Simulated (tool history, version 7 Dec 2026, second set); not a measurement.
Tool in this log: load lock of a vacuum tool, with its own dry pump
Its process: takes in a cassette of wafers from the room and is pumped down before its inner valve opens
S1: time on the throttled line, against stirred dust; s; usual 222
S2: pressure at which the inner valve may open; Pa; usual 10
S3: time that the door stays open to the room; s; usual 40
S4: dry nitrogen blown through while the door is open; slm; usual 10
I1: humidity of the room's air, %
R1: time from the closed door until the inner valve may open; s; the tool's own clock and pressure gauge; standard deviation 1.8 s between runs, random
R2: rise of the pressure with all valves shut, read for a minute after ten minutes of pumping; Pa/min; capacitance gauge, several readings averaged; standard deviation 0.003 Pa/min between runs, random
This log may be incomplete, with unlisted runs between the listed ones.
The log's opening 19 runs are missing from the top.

At hour 6007.9: door's seal changed, seat wiped.
Run 20, hour 6086.0: usual settings but S1 210 s, S2 18 Pa, S3 175 s, S4 7 slm; I1 42.1. Result: R1 284.7 s, R2 0.065 Pa/min.
Run 21, hour 6519.1: usual settings but S1 210 s, S2 18 Pa, S3 175 s, S4 7 slm; I1 41.9. Result: R1 281.4 s, R2 0.063 Pa/min.
Run 22, hour 6782.4: usual settings but S1 210 s, S2 18 Pa, S3 175 s, S4 7 slm; I1 47.1. Result: R1 279.0 s, R2 0.073 Pa/min.
Run 23, hour 6970.2: usual settings but S1 210 s, S2 18 Pa, S3 175 s, S4 7 slm; I1 44.8. Result: R1 283.9 s, R2 0.067 Pa/min.
Run 24, hour 7355.2: usual settings but S1 145 s, S2 9 Pa, S3 70 s, S4 15 slm; I1 47.9. Result: R1 235.5 s, R2 0.029 Pa/min.
Run 25, hour 7723.5: usual settings but S1 351 s, S2 13 Pa, S3 216 s, S4 25 slm; I1 45.0. Result: R1 411.7 s, R2 0.049 Pa/min.
Run 26, hour 7992.0: usual settings but S1 184 s, S2 17 Pa, S3 26 s, S4 7 slm; I1 47.1. Result: R1 261.5 s, R2 0.028 Pa/min.
Run 27, hour 8190.4: usual settings but S1 352 s, S2 12 Pa, S4 5 slm; I1 44.6. Result: R1 413.6 s, R2 0.031 Pa/min.
Run 28, hour 8560.2: usual settings but S1 352 s, S2 12 Pa, S4 5 slm; I1 46.8. Result: R1 413.0 s, R2 0.040 Pa/min.
Run 29, hour 8752.7: usual settings but S1 387 s, S4 27 slm; I1 47.8. Result: R1 451.2 s, R2 0.026 Pa/min.
Run 30, hour 8970.3: usual settings but S1 177 s, S2 17 Pa, S3 84 s, S4 6 slm; I1 44.2. Result: R1 253.4 s, R2 0.053 Pa/min.

Forecast each of these 3 alternatives for the next run:
Run A, hour 9288.3: usual settings but S1 257 s, S2 9 Pa, S3 84 s, S4 9 slm; I1 44.2. Result: R1 ?, R2 ?.
Run B, hour 9288.3: usual settings but S1 143 s, S3 84 s, S4 6 slm; I1 48.4. Result: R1 ?, R2 ?.
Run C, hour 9288.3: usual settings but S1 444 s, S2 17 Pa, S3 138 s, S4 6 slm; I1 42.4. Result: R1 ?, R2 ?.

run     R1     R2
  A  333.0  0.047
  B  231.8  0.058
  C  495.0  0.066
With the hidden condition removed and each run's random variation left untouched, the same runs would have given:
run     R1     R2
  A  329.9  0.034
  B  228.4  0.045
  C  493.1  0.053
